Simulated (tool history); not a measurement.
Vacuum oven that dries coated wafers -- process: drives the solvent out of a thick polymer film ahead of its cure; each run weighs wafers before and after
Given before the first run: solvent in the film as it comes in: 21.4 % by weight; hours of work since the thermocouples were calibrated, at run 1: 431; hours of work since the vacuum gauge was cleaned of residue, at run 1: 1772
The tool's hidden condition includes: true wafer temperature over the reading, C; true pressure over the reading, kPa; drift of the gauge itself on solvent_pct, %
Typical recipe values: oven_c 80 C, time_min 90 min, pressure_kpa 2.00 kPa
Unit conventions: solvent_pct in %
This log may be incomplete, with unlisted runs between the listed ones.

run    hour  oven_c  time_min  pressure_kpa  hours of work since the thermocouples were calibrated  hours of work since the vacuum gauge was cleaned of residue  solvent_pct
  1     0.0      80        90          2.00                                                    431                                                         1772         3.43
  2    40.3      80        90          2.00                                                    456                                                         1797         3.37
  3   110.3      80        90          2.00                                                    498                                                         1840         3.54
  4   153.9      80        90          2.00                                                    525                                                         1866         3.57
  5   221.0      80        90          2.00                                                    566                                                         1907         3.45
  6   295.9      80        90          2.00                                                    611                                                         1953         3.52
  7   357.0      80        90          2.00                                                    649                                                         1990         3.64
  8   406.6      80        53          2.00                                                    679                                                         2020         6.44
  9   445.8      80        53          2.00                                                    703                                                         2044         6.44
 10   513.9      80        53          2.00                                                    744                                                         2086         6.42
 11   571.1      80        53          2.00                                                    779                                                         2120         6.40
 12   642.3      84        90          2.00                                                    823                                                         2164         2.71
 13   695.4      80        90          7.90                                                    855                                                         2196         6.88
 14   743.1      80        90          2.00                                                    884                                                         2225         3.82
 15   806.1      80        90          2.00                                                    922                                                         2264         3.81
 16   877.4      69        90          2.00                                                    966                                                         2307         7.84
 17   940.7      87        90          2.00                                                   1004                                                         2346         2.24
 18  1001.8      87        77          2.00                                                   1042                                                         2383         2.78
 19  1046.3      87        77          2.00                                                   1069                                                         2410         2.65
 20  1116.4      87        77          2.80                                                   1112                                                         2453         2.97
 21  1163.1      80        90          2.00                                                   1140                                                         2481         4.03
 22  1212.3      80        90          2.00                                                   1170                                                         2511         3.99
     1240.4  -- oven's thermocouples calibrated
 23  1246.8      80        90          2.00                                                      4                                                         2531         3.18
 24  1293.5      78        90          2.00                                                     32                                                         2560         3.78
 25  1369.4      92        45          5.14                                                     79                                                         2606         4.04
     1376.8  -- vacuum gauge cleaned of residue and calibrated
 26  1442.5      66       113          2.26                                                    122                                                           40         7.55
 27  1502.1      66       113          2.26                                                    159                                                           76         7.62
     1511.2  -- vacuum gauge cleaned of residue and calibrated, once more
 28  1573.4      80        46          4.17                                                    201                                                           38         7.34
 29  1627.5      80        46          4.17                                                    234                                                           71         7.09
 30  1699.1      65       131          4.71                                                    278                                                          114         8.15
 31  1758.8      65       131          4.71                                                    314                                                          151         8.03
 32  1833.9      77        56          6.19                                                    360                                                          197         8.19
 33  1870.2      91        56          2.63                                                    382                                                          219         2.47
 34  1910.1      65        56          2.63                                                    406                                                          243        11.10
 35  1969.3      86       143          1.06                                                    442                                                          279         0.66
 36  2020.6      74        57          2.00                                                    474                                                          310         7.38
 37  2069.1      74       110          1.73                                                    503                                                          340         3.73
 38  2142.4      90       110          7.17                                                    548                                                          385         2.90
 39  2175.3      80        90          1.62                                                    568                                                          405         2.95

Run 40 comes next. What will it give?
 40  2215.3      80        90          1.62                                                    592                                                          429            ?

{"run 40": {"solvent_pct": 2.95}}
Had the tool carried no hidden state, the very same run would have given solvent_pct 2.60 %.
